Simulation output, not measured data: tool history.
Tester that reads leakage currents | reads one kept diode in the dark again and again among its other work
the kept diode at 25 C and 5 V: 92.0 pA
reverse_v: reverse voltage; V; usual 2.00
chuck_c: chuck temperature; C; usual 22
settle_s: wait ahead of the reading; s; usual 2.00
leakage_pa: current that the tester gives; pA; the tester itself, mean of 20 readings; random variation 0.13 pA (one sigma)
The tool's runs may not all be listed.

run 1 hour=0.0 | reverse_v=2.00 chuck_c=22 settle_s=2.00 | leakage_pa=40.04
run 2 hour=101.0 | reverse_v=2.00 chuck_c=22 settle_s=2.00 | leakage_pa=40.05
run 3 hour=174.9 | reverse_v=2.00 chuck_c=22 settle_s=2.00 | leakage_pa=40.17
run 4 hour=220.1 | reverse_v=2.00 chuck_c=22 settle_s=3.78 | leakage_pa=39.78
run 5 hour=283.4 | reverse_v=2.00 chuck_c=22 settle_s=3.78 | leakage_pa=39.76
run 6 hour=375.7 | reverse_v=2.00 chuck_c=22 settle_s=3.78 | leakage_pa=39.98
run 7 hour=467.8 | reverse_v=2.00 chuck_c=22 settle_s=2.77 | leakage_pa=40.08
run 8 hour=552.2 | reverse_v=2.00 chuck_c=22 settle_s=2.77 | leakage_pa=39.67
run 9 hour=611.4 | reverse_v=2.00 chuck_c=22 settle_s=2.77 | leakage_pa=39.86
run 10 hour=697.8 | reverse_v=2.00 chuck_c=22 settle_s=2.77 | leakage_pa=39.87
run 11 hour=772.0 | reverse_v=2.00 chuck_c=22 settle_s=2.77 | leakage_pa=39.81
run 12 hour=855.7 | reverse_v=2.00 chuck_c=54 settle_s=2.00 | leakage_pa=682.69
run 13 hour=940.6 | reverse_v=2.00 chuck_c=54 settle_s=2.00 | leakage_pa=680.84
run 14 hour=1020.6 | reverse_v=2.00 chuck_c=27 settle_s=2.00 | leakage_pa=64.86
run 15 hour=1091.8 | reverse_v=2.00 chuck_c=27 settle_s=2.00 | leakage_pa=65.02
run 16 hour=1163.6 | reverse_v=2.00 chuck_c=27 settle_s=2.00 | leakage_pa=64.94
run 17 hour=1214.2 | reverse_v=2.00 chuck_c=27 settle_s=2.00 | leakage_pa=64.25
run 18 hour=1257.2 | reverse_v=2.00 chuck_c=27 settle_s=2.00 | leakage_pa=64.73
run 19 hour=1355.3 | reverse_v=2.00 chuck_c=27 settle_s=2.00 | leakage_pa=64.50
run 20 hour=1398.3 | reverse_v=2.99 chuck_c=33 settle_s=1.67 | leakage_pa=143.84
run 21 hour=1476.3 | reverse_v=8.83 chuck_c=22 settle_s=2.00 | leakage_pa=97.04
run 22 hour=1545.4 | reverse_v=3.84 chuck_c=44 settle_s=0.66 | leakage_pa=438.69
run 23 hour=1627.3 | reverse_v=3.84 chuck_c=44 settle_s=0.66 | leakage_pa=441.19
run 24 hour=1704.6 | reverse_v=3.84 chuck_c=41 settle_s=2.84 | leakage_pa=338.64
-- hour=1777.9 chuck's temperature calibrated
run 25 hour=1777.9 | reverse_v=5.59 chuck_c=35 settle_s=0.34 | leakage_pa=252.20
run 26 hour=1850.5 | reverse_v=11.31 chuck_c=22 settle_s=0.56 | leakage_pa=115.45
run 27 hour=1919.9 | reverse_v=12.62 chuck_c=24 settle_s=5.70 | leakage_pa=145.63
run 28 hour=2021.8 | reverse_v=17.77 chuck_c=51 settle_s=2.00 | leakage_pa=1965.03
run 29 hour=2119.3 | reverse_v=17.77 chuck_c=51 settle_s=2.00 | leakage_pa=1961.50
run 30 hour=2215.0 | reverse_v=17.77 chuck_c=51 settle_s=2.00 | leakage_pa=1968.10
run 31 hour=2292.1 | reverse_v=17.77 chuck_c=24 settle_s=2.00 | leakage_pa=179.86
run 32 hour=2355.4 | reverse_v=1.33 chuck_c=27 settle_s=0.31 | leakage_pa=51.52
run 33 hour=2420.0 | reverse_v=1.50 chuck_c=34 settle_s=0.43 | leakage_pa=105.25
run 34 hour=2496.7 | reverse_v=4.38 chuck_c=36 settle_s=2.00 | leakage_pa=237.17
run 35 hour=2575.6 | reverse_v=13.39 chuck_c=22 settle_s=2.00 | leakage_pa=125.83
-- hour=2660.6 probe card cleaned and baked
-- hour=2662.6 tester calibrated
run 36 hour=2662.6 | reverse_v=13.39 chuck_c=36 settle_s=3.84 | leakage_pa=459.26
run 37 hour=2712.2 | reverse_v=13.39 chuck_c=36 settle_s=3.84 | leakage_pa=460.46
run 38 hour=2808.4 | reverse_v=1.76 chuck_c=24 settle_s=2.00 | leakage_pa=44.86

Forecast each of these 5 alternatives for the next run:
run A hour=2868.8 | reverse_v=1.01 chuck_c=24 settle_s=2.00 | leakage_pa=?
run B hour=2868.8 | reverse_v=14.44 chuck_c=24 settle_s=2.30 | leakage_pa=?
run C hour=2868.8 | reverse_v=4.40 chuck_c=24 settle_s=2.00 | leakage_pa=?
run D hour=2868.8 | reverse_v=12.06 chuck_c=40 settle_s=0.56 | leakage_pa=?
run E hour=2868.8 | reverse_v=2.00 chuck_c=35 settle_s=2.00 | leakage_pa=?

run=A leakage_pa=32.36
run=B leakage_pa=157.70
run=C leakage_pa=77.72
run=D leakage_pa=623.38
run=E leakage_pa=135.50
Without the tool's hidden state the same runs would have given:
run=A leakage_pa=32.41
run=B leakage_pa=157.90
run=C leakage_pa=77.82
run=D leakage_pa=624.12
run=E leakage_pa=135.66

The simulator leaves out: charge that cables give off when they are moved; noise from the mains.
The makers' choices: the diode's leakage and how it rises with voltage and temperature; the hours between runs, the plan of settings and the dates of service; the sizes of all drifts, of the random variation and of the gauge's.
